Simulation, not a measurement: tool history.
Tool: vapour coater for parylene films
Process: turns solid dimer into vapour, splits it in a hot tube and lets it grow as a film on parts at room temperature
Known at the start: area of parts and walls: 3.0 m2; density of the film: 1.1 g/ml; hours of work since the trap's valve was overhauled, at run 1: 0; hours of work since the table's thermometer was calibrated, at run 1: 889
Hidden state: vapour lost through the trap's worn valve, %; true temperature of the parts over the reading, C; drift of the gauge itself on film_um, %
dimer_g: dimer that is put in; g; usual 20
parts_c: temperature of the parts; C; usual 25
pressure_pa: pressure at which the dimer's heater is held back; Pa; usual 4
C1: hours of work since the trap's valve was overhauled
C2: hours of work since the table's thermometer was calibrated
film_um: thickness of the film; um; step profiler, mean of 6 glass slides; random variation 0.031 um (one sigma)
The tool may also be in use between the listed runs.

{"run": 1, "hour": 0.0, "dimer_g": 20, "parts_c": 25, "pressure_pa": 4, "C1": 0, "C2": 889, "film_um": 4.28}
{"hour": 26.8, "done": "table's thermometer calibrated"}
{"run": 2, "hour": 68.5, "dimer_g": 20, "parts_c": 25, "pressure_pa": 4, "C1": 27, "C2": 17, "film_um": 4.06}
{"run": 3, "hour": 122.5, "dimer_g": 20, "parts_c": 25, "pressure_pa": 6.56, "C1": 49, "C2": 38, "film_um": 3.64}
{"run": 4, "hour": 172.7, "dimer_g": 20, "parts_c": 25, "pressure_pa": 6.56, "C1": 69, "C2": 59, "film_um": 3.65}
{"run": 5, "hour": 214.6, "dimer_g": 20, "parts_c": 25, "pressure_pa": 4, "C1": 86, "C2": 75, "film_um": 4.08}
{"run": 6, "hour": 267.8, "dimer_g": 20, "parts_c": 20, "pressure_pa": 4, "C1": 107, "C2": 97, "film_um": 4.74}
{"run": 7, "hour": 310.1, "dimer_g": 20, "parts_c": 20, "pressure_pa": 4, "C1": 124, "C2": 114, "film_um": 4.73}
{"run": 8, "hour": 371.2, "dimer_g": 20, "parts_c": 33, "pressure_pa": 4, "C1": 149, "C2": 138, "film_um": 3.14}
{"run": 9, "hour": 439.3, "dimer_g": 20, "parts_c": 25, "pressure_pa": 4, "C1": 176, "C2": 166, "film_um": 4.08}
{"run": 10, "hour": 482.0, "dimer_g": 20, "parts_c": 25, "pressure_pa": 4, "C1": 193, "C2": 183, "film_um": 4.01}
{"run": 11, "hour": 541.4, "dimer_g": 20, "parts_c": 25, "pressure_pa": 4, "C1": 217, "C2": 207, "film_um": 3.95}
{"run": 12, "hour": 572.8, "dimer_g": 20, "parts_c": 25, "pressure_pa": 4, "C1": 230, "C2": 219, "film_um": 3.99}
{"run": 13, "hour": 608.8, "dimer_g": 20, "parts_c": 25, "pressure_pa": 4, "C1": 244, "C2": 234, "film_um": 3.98}
{"run": 14, "hour": 640.6, "dimer_g": 20, "parts_c": 25, "pressure_pa": 4, "C1": 257, "C2": 247, "film_um": 3.92}
{"run": 15, "hour": 697.2, "dimer_g": 20, "parts_c": 25, "pressure_pa": 4, "C1": 280, "C2": 269, "film_um": 3.99}
{"run": 16, "hour": 738.8, "dimer_g": 20, "parts_c": 25, "pressure_pa": 4, "C1": 297, "C2": 286, "film_um": 3.95}
{"run": 17, "hour": 767.9, "dimer_g": 20, "parts_c": 25, "pressure_pa": 4, "C1": 308, "C2": 298, "film_um": 3.99}
{"run": 18, "hour": 814.9, "dimer_g": 20, "parts_c": 25, "pressure_pa": 4, "C1": 327, "C2": 317, "film_um": 3.91}
{"run": 19, "hour": 865.2, "dimer_g": 20, "parts_c": 25, "pressure_pa": 4, "C1": 347, "C2": 337, "film_um": 3.91}
{"run": 20, "hour": 896.4, "dimer_g": 20, "parts_c": 25, "pressure_pa": 2.38, "C1": 360, "C2": 350, "film_um": 4.47}
{"run": 21, "hour": 933.2, "dimer_g": 28, "parts_c": 17, "pressure_pa": 7.85, "C1": 375, "C2": 364, "film_um": 6.08}
{"run": 22, "hour": 994.2, "dimer_g": 20, "parts_c": 25, "pressure_pa": 4.87, "C1": 399, "C2": 389, "film_um": 3.64}
{"run": 23, "hour": 1051.2, "dimer_g": 20, "parts_c": 25, "pressure_pa": 4.87, "C1": 422, "C2": 412, "film_um": 3.67}
{"run": 24, "hour": 1079.1, "dimer_g": 11, "parts_c": 18, "pressure_pa": 3.97, "C1": 433, "C2": 423, "film_um": 2.59}
{"hour": 1109.8, "done": "trap's valve overhauled"}
{"run": 25, "hour": 1151.7, "dimer_g": 9, "parts_c": 18, "pressure_pa": 3.97, "C1": 17, "C2": 451, "film_um": 2.33}
{"run": 26, "hour": 1182.7, "dimer_g": 20, "parts_c": 25, "pressure_pa": 9.78, "C1": 29, "C2": 463, "film_um": 3.38}
{"run": 27, "hour": 1249.4, "dimer_g": 23, "parts_c": 33, "pressure_pa": 9.78, "C1": 56, "C2": 490, "film_um": 2.98}
{"run": 28, "hour": 1288.8, "dimer_g": 9, "parts_c": 22, "pressure_pa": 7.37, "C1": 72, "C2": 506, "film_um": 1.78}
{"run": 29, "hour": 1335.2, "dimer_g": 18, "parts_c": 26, "pressure_pa": 4, "C1": 91, "C2": 524, "film_um": 3.6}
{"run": 30, "hour": 1363.2, "dimer_g": 8, "parts_c": 25, "pressure_pa": 2.5, "C1": 102, "C2": 536, "film_um": 1.84}
{"run": 31, "hour": 1391.7, "dimer_g": 8, "parts_c": 25, "pressure_pa": 2.5, "C1": 113, "C2": 547, "film_um": 1.82}
{"run": 32, "hour": 1452.2, "dimer_g": 8, "parts_c": 25, "pressure_pa": 2.5, "C1": 138, "C2": 571, "film_um": 1.86}
{"run": 33, "hour": 1491.4, "dimer_g": 15, "parts_c": 25, "pressure_pa": 4, "C1": 153, "C2": 587, "film_um": 3.01}
{"run": 34, "hour": 1549.5, "dimer_g": 19, "parts_c": 23, "pressure_pa": 2.74, "C1": 177, "C2": 610, "film_um": 4.49}
{"run": 35, "hour": 1585.4, "dimer_g": 19, "parts_c": 23, "pressure_pa": 2.74, "C1": 191, "C2": 625, "film_um": 4.5}
{"run": 36, "hour": 1642.0, "dimer_g": 10, "parts_c": 17, "pressure_pa": 3.35, "C1": 214, "C2": 648, "film_um": 2.7}
{"run": 37, "hour": 1697.1, "dimer_g": 20, "parts_c": 25, "pressure_pa": 7.81, "C1": 236, "C2": 670, "film_um": 3.44}
{"run": 38, "hour": 1747.9, "dimer_g": 20, "parts_c": 25, "pressure_pa": 7.81, "C1": 256, "C2": 690, "film_um": 3.4}

4 ways to go on from here, each from the tool as it stands after run 38. What would each give?
{"run": "A", "hour": 1785.5, "dimer_g": 25, "parts_c": 30, "pressure_pa": 5.23, "C1": 272, "C2": 705, "film_um": "?"}
{"run": "B", "hour": 1785.5, "dimer_g": 29, "parts_c": 23, "pressure_pa": 7.81, "C1": 272, "C2": 705, "film_um": "?"}
{"run": "C", "hour": 1785.5, "dimer_g": 17, "parts_c": 18, "pressure_pa": 10.05, "C1": 272, "C2": 705, "film_um": "?"}
{"run": "D", "hour": 1785.5, "dimer_g": 12, "parts_c": 22, "pressure_pa": 5.5, "C1": 272, "C2": 705, "film_um": "?"}

run=A film_um=4.03
run=B film_um=5.3
run=C film_um=3.41
run=D film_um=2.41
Without the tool's hidden state the same runs would have given:
run=A film_um=4.15
run=B film_um=5.45
run=C film_um=3.51
run=D film_um=2.48
